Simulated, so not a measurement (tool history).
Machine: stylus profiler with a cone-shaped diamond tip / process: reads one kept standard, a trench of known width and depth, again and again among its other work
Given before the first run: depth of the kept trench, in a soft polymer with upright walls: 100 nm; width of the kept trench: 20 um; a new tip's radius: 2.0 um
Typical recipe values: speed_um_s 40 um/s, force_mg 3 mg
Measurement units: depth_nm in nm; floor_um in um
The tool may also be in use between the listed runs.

run,hour,speed_um_s,force_mg,depth_nm,floor_um
1,0,40,3,101,18.33
2,15.6,40,3,101.01,18.4
3,36,40,3,101.04,18.36
4,55.5,40,5.6,101.53,18.46
5,66.3,31,3,100.95,18.41
6,84.9,40,3,100.93,18.36
7,105.4,40,3,100.97,18.37
8,124.6,40,3.25,101.1,18.34
9,145.4,40,3.21,100.94,18.41
10,165.1,40,3.93,101.08,18.34
11,177.3,40,4.49,101.35,18.34
12,191.4,36,3,100.92,18.3
13,201.2,40,1.04,100.43,18.18
14,218.7,40,1.04,100.38,18.15
15,238.1,40,3,101.01,18.27
16,255.2,40,3,100.99,18.33
17,274.9,81,3,100.99,18.13
18,283.9,81,3,100.93,18.05
19,301.2,57,4.85,101.47,18.24
20,317.6,14,1.56,100.59,18.45
21,338.4,62,7.31,101.96,18.31
22,351.4,46,2.76,100.82,18.16
23,360.3,46,2.76,100.86,18.22
24,379.4,15,2.56,100.77,18.43
25,398,119,2.16,100.78,17.69
26,413.7,40,1.3,100.43,18.2
27,433,40,1.3,100.55,18.15
28,444.9,40,1.3,100.54,18.17
29,465.1,23,1.02,100.38,18.27
30,474.8,23,1.02,100.26,18.27
31,490.3,23,1.02,100.27,18.28

Measured less the same run without the tool's hidden state. The same run-to-run variation is in both; the gauge's scatter may not be:
The tool's hidden condition here consists of: radius of the tip, um; height scale over the true one, %; drift of the gauge itself on depth_nm, %; drift of the gauge itself on floor_um, %.
run,depth_nm,floor_um
1,-0.14,-0.15
2,-0.15,-0.16
3,-0.16,-0.16
4,-0.16,-0.16
5,-0.16,-0.17
6,-0.16,-0.17
7,-0.17,-0.17
8,-0.17,-0.17
9,-0.18,-0.18
10,-0.18,-0.18
11,-0.18,-0.18
12,-0.19,-0.19
13,-0.18,-0.19
14,-0.19,-0.2
15,-0.19,-0.2
16,-0.2,-0.2
17,-0.2,-0.2
18,-0.2,-0.2
19,-0.21,-0.21
20,-0.21,-0.21
21,-0.22,-0.21
22,-0.21,-0.22
23,-0.22,-0.22
24,-0.23,-0.22
25,-0.23,-0.23
26,-0.23,-0.23
27,-0.23,-0.24
28,-0.24,-0.23
29,-0.24,-0.24
30,-0.24,-0.24
31,-0.25,-0.25
